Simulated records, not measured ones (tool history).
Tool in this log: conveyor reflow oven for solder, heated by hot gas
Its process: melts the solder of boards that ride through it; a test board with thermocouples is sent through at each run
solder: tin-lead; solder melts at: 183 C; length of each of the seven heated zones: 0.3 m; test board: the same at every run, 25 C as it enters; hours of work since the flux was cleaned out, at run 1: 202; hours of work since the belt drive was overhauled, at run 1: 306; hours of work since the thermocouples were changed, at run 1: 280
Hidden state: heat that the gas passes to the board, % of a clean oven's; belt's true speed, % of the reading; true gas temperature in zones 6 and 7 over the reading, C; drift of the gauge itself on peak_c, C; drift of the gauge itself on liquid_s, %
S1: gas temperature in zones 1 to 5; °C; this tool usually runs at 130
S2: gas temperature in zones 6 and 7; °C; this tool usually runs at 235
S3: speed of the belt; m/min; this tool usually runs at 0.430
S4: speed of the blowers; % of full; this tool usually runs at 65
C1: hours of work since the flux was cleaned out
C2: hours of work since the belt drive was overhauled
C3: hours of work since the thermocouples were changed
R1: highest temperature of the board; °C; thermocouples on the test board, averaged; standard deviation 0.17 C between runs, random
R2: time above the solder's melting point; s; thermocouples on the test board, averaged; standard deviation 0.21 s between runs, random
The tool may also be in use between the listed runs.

Run 1, hour 0.0: usual settings; C1 202; C2 306; C3 280. Result: R1 209.9 °C, R2 51.3 s.
Run 2, hour 16.2: usual settings; C1 212; C2 315; C3 290. Result: R1 210.1 °C, R2 50.8 s.
Run 3, hour 28.7: usual settings; C1 219; C2 323; C3 297. Result: R1 210.0 °C, R2 51.2 s.
Run 4, hour 38.0: usual settings; C1 224; C2 328; C3 302. Result: R1 210.1 °C, R2 51.4 s.
Run 5, hour 46.2: usual settings; C1 229; C2 333; C3 307. Result: R1 210.2 °C, R2 51.1 s.
Run 6, hour 59.8: usual settings but S3 0.460 m/min; C1 237; C2 341; C3 315. Result: R1 207.2 °C, R2 44.3 s.
Run 7, hour 75.0: usual settings but S3 0.460 m/min; C1 246; C2 349; C3 324. Result: R1 207.4 °C, R2 44.3 s.
Run 8, hour 82.7: usual settings; C1 250; C2 354; C3 328. Result: R1 209.8 °C, R2 50.9 s.
Run 9, hour 93.0: usual settings; C1 256; C2 360; C3 334. Result: R1 210.2 °C, R2 51.8 s.
Run 10, hour 100.3: usual settings; C1 261; C2 364; C3 339. Result: R1 209.9 °C, R2 51.1 s.
Run 11, hour 114.5: usual settings; C1 269; C2 372; C3 347. Result: R1 210.0 °C, R2 51.0 s.
Run 12, hour 122.0: usual settings; C1 273; C2 377; C3 351. Result: R1 209.9 °C, R2 50.8 s.
Run 13, hour 131.9: usual settings; C1 279; C2 382; C3 357. Result: R1 210.2 °C, R2 51.1 s.
Run 14, hour 139.3: usual settings; C1 283; C2 387; C3 361. Result: R1 210.0 °C, R2 51.3 s.
Run 15, hour 153.8: usual settings but S3 0.397 m/min; C1 292; C2 395; C3 370. Result: R1 213.5 °C, R2 59.5 s.
Run 16, hour 160.7: usual settings but S3 0.397 m/min; C1 296; C2 399; C3 374. Result: R1 212.8 °C, R2 59.6 s.
Run 17, hour 176.4: usual settings but S2 244 °C, S3 0.397 m/min; C1 305; C2 408; C3 383. Result: R1 220.4 °C, R2 66.9 s.
Run 18, hour 183.0: usual settings but S2 244 °C, S3 0.397 m/min; C1 309; C2 412; C3 387. Result: R1 220.5 °C, R2 67.0 s.
Run 19, hour 196.2: usual settings but S1 134 °C, S3 0.459 m/min; C1 316; C2 420; C3 394. Result: R1 208.1 °C, R2 46.9 s.
Run 20, hour 205.1: usual settings but S1 134 °C, S3 0.459 m/min; C1 321; C2 425; C3 399. Result: R1 208.4 °C, R2 47.2 s.
Run 21, hour 217.2: usual settings but S1 132 °C, S2 238 °C, S3 0.459 m/min; C1 328; C2 432; C3 406. Result: R1 210.2 °C, R2 48.6 s.
Run 22, hour 230.5: usual settings but S1 135 °C, S2 239 °C, S3 0.397 m/min, S4 63 % of full; C1 336; C2 440; C3 414. Result: R1 216.6 °C, R2 65.1 s.
Run 23, hour 245.7: usual settings but S2 237 °C, S3 0.365 m/min; C1 345; C2 449; C3 423. Result: R1 217.9 °C, R2 70.7 s.
At hour 251.9: flux residue cleaned out of gas plates and filters.
Run 24, hour 258.4: usual settings but S2 229 °C, S3 0.402 m/min, S4 57 % of full; C1 4; C2 453; C3 427. Result: R1 204.4 °C, R2 47.3 s.
Run 25, hour 268.2: usual settings but S1 122 °C; C1 9; C2 459; C3 433. Result: R1 208.4 °C, R2 46.4 s.
Run 26, hour 279.6: usual settings but S1 127 °C, S2 236 °C, S3 0.350 m/min, S4 58 % of full; C1 16; C2 465; C3 440. Result: R1 215.4 °C, R2 69.2 s.
Run 27, hour 288.7: usual settings but S1 129 °C, S2 236 °C, S3 0.433 m/min, S4 54 % of full; C1 21; C2 471; C3 445. Result: R1 205.0 °C, R2 43.6 s.
Run 28, hour 302.3: usual settings but S1 129 °C, S2 236 °C, S3 0.433 m/min, S4 54 % of full; C1 29; C2 478; C3 453. Result: R1 205.3 °C, R2 43.3 s.
Run 29, hour 311.6: usual settings but S1 129 °C, S2 236 °C, S3 0.433 m/min, S4 54 % of full; C1 35; C2 484; C3 458. Result: R1 205.0 °C, R2 43.5 s.
Run 30, hour 319.0: usual settings but S4 51 % of full; C1 39; C2 488; C3 463. Result: R1 203.2 °C, R2 41.5 s.
Run 31, hour 335.4: usual settings but S2 247 °C, S3 0.353 m/min, S4 51 % of full; C1 48; C2 498; C3 472. Result: R1 221.7 °C, R2 75.6 s.

Consider 3 possible next runs. They are alternatives, not a sequence: every one starts from the tool as it was left by run 31. What does each give?
Run A, hour 348.8: usual settings but S1 120 °C, S2 247 °C, S3 0.353 m/min, S4 51 % of full; C1 56; C2 505; C3 480. Result: R1 ?, R2 ?.
Run B, hour 348.8: usual settings but S4 78 % of full; C1 56; C2 505; C3 480. Result: R1 ?, R2 ?.
Run C, hour 348.8: usual settings but S1 122 °C, S3 0.496 m/min; C1 56; C2 505; C3 480. Result: R1 ?, R2 ?.

run     R1    R2
  A  219.5  70.2
  B  214.2  56.4
  C  201.5  32.2
What these runs would have given with no unlogged condition in the tool:
run     R1    R2
  A  219.5  70.2
  B  214.2  56.4
  C  201.5  32.2
